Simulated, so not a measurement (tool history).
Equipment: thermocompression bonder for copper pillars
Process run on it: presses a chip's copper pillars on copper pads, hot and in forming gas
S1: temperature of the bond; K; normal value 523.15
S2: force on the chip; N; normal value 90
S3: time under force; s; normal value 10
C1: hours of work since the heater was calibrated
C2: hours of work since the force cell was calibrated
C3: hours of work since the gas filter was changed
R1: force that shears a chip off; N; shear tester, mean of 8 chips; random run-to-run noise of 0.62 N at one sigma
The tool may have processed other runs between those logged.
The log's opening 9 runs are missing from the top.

{"run": 10, "day": 2.308, "S1": 523.15, "S2": 106, "S3": 10, "C1": 228, "C2": 592, "C3": 120, "R1": 43.1}
{"run": 11, "day": 2.617, "S1": 511.15, "S2": 90, "S3": 10, "C1": 232, "C2": 596, "C3": 125, "R1": 29.3}
{"run": 12, "day": 2.846, "S1": 511.15, "S2": 90, "S3": 10, "C1": 235, "C2": 599, "C3": 128, "R1": 29.5}
{"run": 13, "day": 3.038, "S1": 511.15, "S2": 90, "S3": 10, "C1": 238, "C2": 602, "C3": 131, "R1": 29.3}
{"run": 14, "day": 3.308, "S1": 511.15, "S2": 90, "S3": 10, "C1": 242, "C2": 606, "C3": 134, "R1": 29.7}
{"run": 15, "day": 3.504, "S1": 523.15, "S2": 90, "S3": 10, "C1": 245, "C2": 609, "C3": 137, "R1": 37.6}
{"run": 16, "day": 3.708, "S1": 523.15, "S2": 90, "S3": 10, "C1": 247, "C2": 612, "C3": 140, "R1": 37.8}
{"run": 17, "day": 4.129, "S1": 523.15, "S2": 97, "S3": 10, "C1": 253, "C2": 618, "C3": 146, "R1": 40.8}
{"run": 18, "day": 4.575, "S1": 523.15, "S2": 97, "S3": 10, "C1": 260, "C2": 624, "C3": 152, "R1": 39.7}
{"run": 19, "day": 4.958, "S1": 523.15, "S2": 66, "S3": 10, "C1": 265, "C2": 629, "C3": 158, "R1": 27.6}
{"run": 20, "day": 5.2, "S1": 523.15, "S2": 66, "S3": 10, "C1": 269, "C2": 633, "C3": 161, "R1": 27.2}
{"run": 21, "day": 5.467, "S1": 552.15, "S2": 56, "S3": 27, "C1": 272, "C2": 637, "C3": 165, "R1": 54.4}
{"run": 22, "day": 5.879, "S1": 552.15, "S2": 56, "S3": 27, "C1": 278, "C2": 642, "C3": 171, "R1": 53.8}
{"run": 23, "day": 6.129, "S1": 552.15, "S2": 56, "S3": 27, "C1": 282, "C2": 646, "C3": 174, "R1": 53.7}
{"run": 24, "day": 6.592, "S1": 550.15, "S2": 90, "S3": 19, "C1": 288, "C2": 653, "C3": 181, "R1": 67.9}
{"run": 25, "day": 6.783, "S1": 523.15, "S2": 125, "S3": 11, "C1": 291, "C2": 655, "C3": 184, "R1": 52.2}
{"run": 26, "day": 7.229, "S1": 523.15, "S2": 104, "S3": 25, "C1": 297, "C2": 662, "C3": 190, "R1": 57.8}

The next listed run, before its measurement:
{"run": 27, "day": 7.454, "S1": 523.15, "S2": 104, "S3": 25, "C1": 301, "C2": 665, "C3": 193, "R1": "?"}

{"run 27": {"R1": 58.7}}
Minus the tool's unlogged condition, the same run would have read R1 58.8 N.
